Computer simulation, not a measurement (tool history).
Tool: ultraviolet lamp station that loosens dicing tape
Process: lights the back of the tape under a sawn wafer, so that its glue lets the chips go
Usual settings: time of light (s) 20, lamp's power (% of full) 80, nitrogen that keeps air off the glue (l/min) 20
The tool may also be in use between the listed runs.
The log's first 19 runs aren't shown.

| run | hour | time of light (s) | lamp's power (% of full) | nitrogen that keeps air off the glue (l/min) | hours of work of the lamp | hours of work since the window was cleaned | force that peels the tape off (N) | light that reached the tape (mJ/cm2) |
|---|---|---|---|---|---|---|---|---|
| 20 | 1377.5 | 13 | 67 | 32 | 953 | 121 | 2.34 | 161 |
| 21 | 1428.2 | 13 | 67 | 32 | 987 | 155 | 2.605 | 158 |
| 22 | 1499.8 | 13 | 67 | 26 | 1036 | 204 | 2.764 | 150 |
|  | 1538 | window cleaned of glue's vapour |
| 23 | 1556.2 | 25 | 83 | 20 | 1074 | 12 | 0.879 | 400 |
| 24 | 1603 | 25 | 67 | 20 | 1106 | 44 | 1.236 | 309 |
|  | 1662.4 | lamp changed |
| 25 | 1672.7 | 25 | 67 | 20 | 7 | 91 | 0.688 | 462 |
| 26 | 1745.6 | 25 | 67 | 20 | 56 | 140 | 0.728 | 438 |
| 27 | 1796.9 | 25 | 67 | 20 | 91 | 175 | 0.787 | 424 |
| 28 | 1871.6 | 28 | 80 | 27 | 142 | 226 | 0.45 | 532 |
|  | 1877 | window cleaned of glue's vapour |
| 29 | 1948.4 | 28 | 96 | 20 | 194 | 48 | 0.329 | 708 |
| 30 | 2012.2 | 28 | 96 | 20 | 237 | 92 | 0.359 | 672 |

4 ways to go on from here, each from the tool as it stands after run 30. What would each give?
| A | 2088.7 | 11 | 75 | 20 | 289 | 144 | ? | ? |
| B | 2088.7 | 16 | 62 | 20 | 289 | 144 | ? | ? |
| C | 2088.7 | 10 | 68 | 20 | 289 | 144 | ? | ? |
| D | 2088.7 | 20 | 80 | 7 | 289 | 144 | ? | ? |

| run | force that peels the tape off (N) | light that reached the tape (mJ/cm2) |
|---|---|---|
| A | 2.223 | 197 |
| B | 1.837 | 235 |
| C | 2.725 | 167 |
| D | 1.528 | 383 |
Without the tool's hidden state the same runs would have given:
| run | force that peels the tape off (N) | light that reached the tape (mJ/cm2) |
|---|---|---|
| A | 1.789 | 239 |
| B | 1.425 | 285 |
| C | 2.268 | 202 |
| D | 1.155 | 465 |
